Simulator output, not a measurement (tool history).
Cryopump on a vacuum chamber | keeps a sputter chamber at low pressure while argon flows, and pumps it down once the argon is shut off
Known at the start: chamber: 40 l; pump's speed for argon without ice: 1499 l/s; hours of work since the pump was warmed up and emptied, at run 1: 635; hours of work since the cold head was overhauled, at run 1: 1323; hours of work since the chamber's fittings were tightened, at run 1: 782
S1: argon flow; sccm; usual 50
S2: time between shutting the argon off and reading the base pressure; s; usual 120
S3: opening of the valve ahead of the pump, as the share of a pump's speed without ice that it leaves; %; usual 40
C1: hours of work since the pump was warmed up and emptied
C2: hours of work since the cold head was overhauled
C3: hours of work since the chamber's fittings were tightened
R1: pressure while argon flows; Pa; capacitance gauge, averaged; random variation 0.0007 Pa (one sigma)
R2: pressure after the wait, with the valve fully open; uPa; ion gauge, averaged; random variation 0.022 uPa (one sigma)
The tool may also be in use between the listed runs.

Run 1, day 0: usual settings; C1 635; C2 1323; C3 782. Result: R1 0.15 Pa, R2 1.71 uPa.
Run 2, day 2.267: usual settings; C1 675; C2 1363; C3 822. Result: R1 0.1511 Pa, R2 1.8 uPa.
At day 3.025: pump warmed up, emptied and cooled again.
Run 3, day 4.275: usual settings; C1 22; C2 1395; C3 854. Result: R1 0.1426 Pa, R2 1.67 uPa.
Run 4, day 5.833: usual settings but S1 26 sccm; C1 50; C2 1423; C3 882. Result: R1 0.0731 Pa, R2 1.71 uPa.
Run 5, day 8.217: usual settings; C1 92; C2 1465; C3 924. Result: R1 0.143 Pa, R2 1.7 uPa.
Run 6, day 10.954: usual settings; C1 141; C2 1514; C3 973. Result: R1 0.1445 Pa, R2 1.8 uPa.
Run 7, day 12.438: usual settings; C1 167; C2 1540; C3 999. Result: R1 0.1435 Pa, R2 1.88 uPa.
Run 8, day 14.35: usual settings; C1 201; C2 1575; C3 1033. Result: R1 0.1448 Pa, R2 1.85 uPa.
Run 9, day 16.717: usual settings; C1 243; C2 1617; C3 1075. Result: R1 0.1447 Pa, R2 1.9 uPa.
Run 10, day 18.621: usual settings but S1 27 sccm; C1 277; C2 1650; C3 1109. Result: R1 0.0774 Pa, R2 1.96 uPa.
Run 11, day 21.542: usual settings but S1 27 sccm; C1 329; C2 1702; C3 1161. Result: R1 0.0777 Pa, R2 2.06 uPa.
Run 12, day 23.896: usual settings; C1 371; C2 1744; C3 1203. Result: R1 0.1458 Pa, R2 2.03 uPa.
Run 13, day 25.983: usual settings; C1 408; C2 1781; C3 1240. Result: R1 0.1469 Pa, R2 2.16 uPa.
Run 14, day 29.05: usual settings; C1 463; C2 1836; C3 1295. Result: R1 0.1478 Pa, R2 2.2 uPa.
Run 15, day 31.838: usual settings; C1 512; C2 1886; C3 1344. Result: R1 0.1486 Pa, R2 2.33 uPa.
At day 34.321: leaking fittings of the chamber tightened, without venting.
Run 16, day 34.738: usual settings; C1 563; C2 1936; C3 7. Result: R1 0.1491 Pa, R2 0.75 uPa.
Run 17, day 36.646: usual settings but S2 40 s; C1 596; C2 1970; C3 41. Result: R1 0.1491 Pa, R2 1.69 uPa.
Run 18, day 38.229: usual settings but S1 75 sccm, S2 81 s, S3 17 %; C1 625; C2 1998; C3 70. Result: R1 0.5124 Pa, R2 1.02 uPa.
Run 19, day 39.579: usual settings but S1 53 sccm, S2 125 s, S3 20 %; C1 649; C2 2022; C3 94. Result: R1 0.3081 Pa, R2 0.81 uPa.
At day 41.646: pump warmed up, emptied and cooled again.
Run 20, day 42.788: usual settings but S1 23 sccm, S2 56 s, S3 21 %; C1 20; C2 2075; C3 147. Result: R1 0.1252 Pa, R2 1.37 uPa.
Run 21, day 45.671: usual settings but S1 82 sccm, S2 35 s, S3 21 %; C1 72; C2 2126; C3 198. Result: R1 0.4418 Pa, R2 2.01 uPa.
Run 22, day 47.488: usual settings but S1 82 sccm, S2 81 s, S3 17 %; C1 104; C2 2159; C3 230. Result: R1 0.546 Pa, R2 1.2 uPa.
Run 23, day 49: usual settings but S1 22 sccm, S2 253 s, S3 17 %; C1 131; C2 2186; C3 257. Result: R1 0.1481 Pa, R2 0.75 uPa.
Run 24, day 50.433: usual settings but S2 48 s; C1 156; C2 2211; C3 283. Result: R1 0.1452 Pa, R2 1.67 uPa.
Run 25, day 53.504: usual settings but S1 78 sccm, S3 24 %; C1 211; C2 2266; C3 338. Result: R1 0.3729 Pa, R2 1.08 uPa.
Run 26, day 54.8: usual settings but S1 36 sccm, S2 45 s, S3 30 %; C1 234; C2 2289; C3 361. Result: R1 0.1388 Pa, R2 1.86 uPa.
Run 27, day 56.329: usual settings but S1 21 sccm, S2 161 s, S3 30 %; C1 261; C2 2316; C3 388. Result: R1 0.0814 Pa, R2 1.02 uPa.
Run 28, day 57.792: usual settings but S1 49 sccm, S2 161 s, S3 27 %; C1 287; C2 2342; C3 414. Result: R1 0.2084 Pa, R2 1.09 uPa.
Run 29, day 60.888: usual settings but S1 90 sccm, S2 161 s, S3 27 %; C1 342; C2 2397; C3 469. Result: R1 0.3837 Pa, R2 1.12 uPa.
Run 30, day 63.542: usual settings but S1 42 sccm, S2 161 s, S3 18 %; C1 389; C2 2444; C3 516. Result: R1 0.2675 Pa, R2 1.16 uPa.
Run 31, day 65.925: usual settings but S1 75 sccm; C1 432; C2 2487; C3 558. Result: R1 0.2213 Pa, R2 1.41 uPa.
Run 32, day 68.471: usual settings but S2 102 s, S3 25 %; C1 477; C2 2532; C3 604. Result: R1 0.2312 Pa, R2 1.52 uPa.
Run 33, day 71.479: usual settings but S3 23 %; C1 531; C2 2585; C3 657. Result: R1 0.2544 Pa, R2 1.5 uPa.

Measured less the same run without the tool's hidden state. The same run-to-run variation is in both; the gauge's scatter may not be:
The hidden state here: pump's speed, % of a pump's without ice; cold plate's temperature, K; leak into the chamber, uPa l/s; drift of the gauge itself on working_pa, %; drift of the gauge itself on base_upa, %.
run       R1     R2
  1  +0.0094  +1.05
  2    +0.01  +1.12
  3  +0.0015  +0.98
  4  +0.0009  +1.02
  5  +0.0022  +1.05
  6  +0.0027  +1.13
  7   +0.003  +1.19
  8  +0.0034  +1.19
  9  +0.0038  +1.25
 10  +0.0023  +1.32
 11  +0.0026  +1.39
 12  +0.0054  +1.41
 13  +0.0058   +1.5
 14  +0.0066  +1.58
 15  +0.0073  +1.69
 16  +0.0079  +0.06
 17  +0.0084  +0.11
 18  +0.0133  +0.14
 19  +0.0097  +0.17
 20  +0.0008  +0.18
 21  +0.0036  +0.24
 22  +0.0042  +0.28
 23  +0.0013  +0.32
 24  +0.0032  +0.34
 25   +0.006  +0.41
 26  +0.0029  +0.44
 27  +0.0019  +0.47
 28  +0.0046  +0.52
 29  +0.0097  +0.58
 30   +0.005  +0.62
 31  +0.0098  +0.71
 32  +0.0071  +0.78
 33  +0.0078  +0.84
